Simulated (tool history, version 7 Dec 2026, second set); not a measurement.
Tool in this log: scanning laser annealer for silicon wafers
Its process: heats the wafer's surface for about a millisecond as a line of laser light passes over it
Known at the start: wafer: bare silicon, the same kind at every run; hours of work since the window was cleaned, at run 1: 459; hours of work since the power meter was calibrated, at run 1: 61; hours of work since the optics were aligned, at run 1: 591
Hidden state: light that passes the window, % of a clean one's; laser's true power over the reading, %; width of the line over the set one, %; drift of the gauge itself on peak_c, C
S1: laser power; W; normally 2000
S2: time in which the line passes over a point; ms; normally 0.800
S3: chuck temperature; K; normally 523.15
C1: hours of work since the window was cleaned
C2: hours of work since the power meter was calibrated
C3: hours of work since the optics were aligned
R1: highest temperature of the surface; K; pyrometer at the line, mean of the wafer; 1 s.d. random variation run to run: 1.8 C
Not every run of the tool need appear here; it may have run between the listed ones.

run 1 hour=0.0 | S1=2000 S2=0.800 S3=523.15 | C1=459 C2=61 C3=591 | R1=1321.15
run 2 hour=13.9 | S1=2000 S2=0.800 S3=523.15 | C1=466 C2=68 C3=598 | R1=1315.15
run 3 hour=27.9 | S1=1808 S2=0.800 S3=523.15 | C1=473 C2=75 C3=605 | R1=1223.15
run 4 hour=45.0 | S1=1893 S2=0.800 S3=523.15 | C1=482 C2=84 C3=614 | R1=1262.15
run 5 hour=59.5 | S1=2127 S2=0.800 S3=523.15 | C1=489 C2=91 C3=621 | R1=1375.15
run 6 hour=76.0 | S1=2127 S2=0.800 S3=523.15 | C1=498 C2=99 C3=630 | R1=1377.15
-- hour=79.3 window over the wafer cleaned
run 7 hour=91.4 | S1=2127 S2=0.800 S3=523.15 | C1=6 C2=106 C3=636 | R1=1357.15
run 8 hour=99.6 | S1=2127 S2=0.800 S3=523.15 | C1=10 C2=110 C3=640 | R1=1356.15
-- hour=109.2 window over the wafer cleaned, once more
run 9 hour=118.4 | S1=2127 S2=0.800 S3=523.15 | C1=5 C2=118 C3=649 | R1=1403.15
run 10 hour=134.2 | S1=2127 S2=0.800 S3=523.15 | C1=13 C2=126 C3=657 | R1=1403.15
run 11 hour=147.1 | S1=1983 S2=0.641 S3=523.15 | C1=19 C2=133 C3=663 | R1=1260.15
run 12 hour=154.4 | S1=1983 S2=0.641 S3=523.15 | C1=23 C2=137 C3=667 | R1=1255.15
run 13 hour=167.9 | S1=2000 S2=0.912 S3=540.15 | C1=29 C2=143 C3=674 | R1=1402.15
run 14 hour=179.6 | S1=2126 S2=0.664 S3=492.15 | C1=35 C2=149 C3=680 | R1=1306.15
run 15 hour=191.0 | S1=2128 S2=0.632 S3=506.15 | C1=41 C2=155 C3=685 | R1=1303.15
run 16 hour=202.9 | S1=1800 S2=0.800 S3=501.15 | C1=47 C2=161 C3=691 | R1=1215.15
run 17 hour=220.2 | S1=1800 S2=0.800 S3=501.15 | C1=56 C2=170 C3=700 | R1=1214.15
run 18 hour=232.8 | S1=1730 S2=0.987 S3=501.15 | C1=62 C2=176 C3=706 | R1=1241.15
run 19 hour=239.8 | S1=1903 S2=0.633 S3=556.15 | C1=66 C2=179 C3=710 | R1=1248.15

What if the next run were any one of these 4? Each begins from the tool's condition after run 19:
run A hour=255.6 | S1=2103 S2=0.764 S3=561.15 | C1=73 C2=187 C3=718 | R1=?
run B hour=255.6 | S1=2142 S2=0.903 S3=512.15 | C1=73 C2=187 C3=718 | R1=?
run C hour=255.6 | S1=2000 S2=0.708 S3=523.15 | C1=73 C2=187 C3=718 | R1=?
run D hour=255.6 | S1=1774 S2=0.902 S3=505.15 | C1=73 C2=187 C3=718 | R1=?

run=A R1=1407.15
run=B R1=1441.15
run=C R1=1294.15
run=D R1=1244.15
With no hidden state in the tool, these same runs would have given:
run=A R1=1426.15
run=B R1=1463.15
run=C R1=1311.15
run=D R1=1261.15

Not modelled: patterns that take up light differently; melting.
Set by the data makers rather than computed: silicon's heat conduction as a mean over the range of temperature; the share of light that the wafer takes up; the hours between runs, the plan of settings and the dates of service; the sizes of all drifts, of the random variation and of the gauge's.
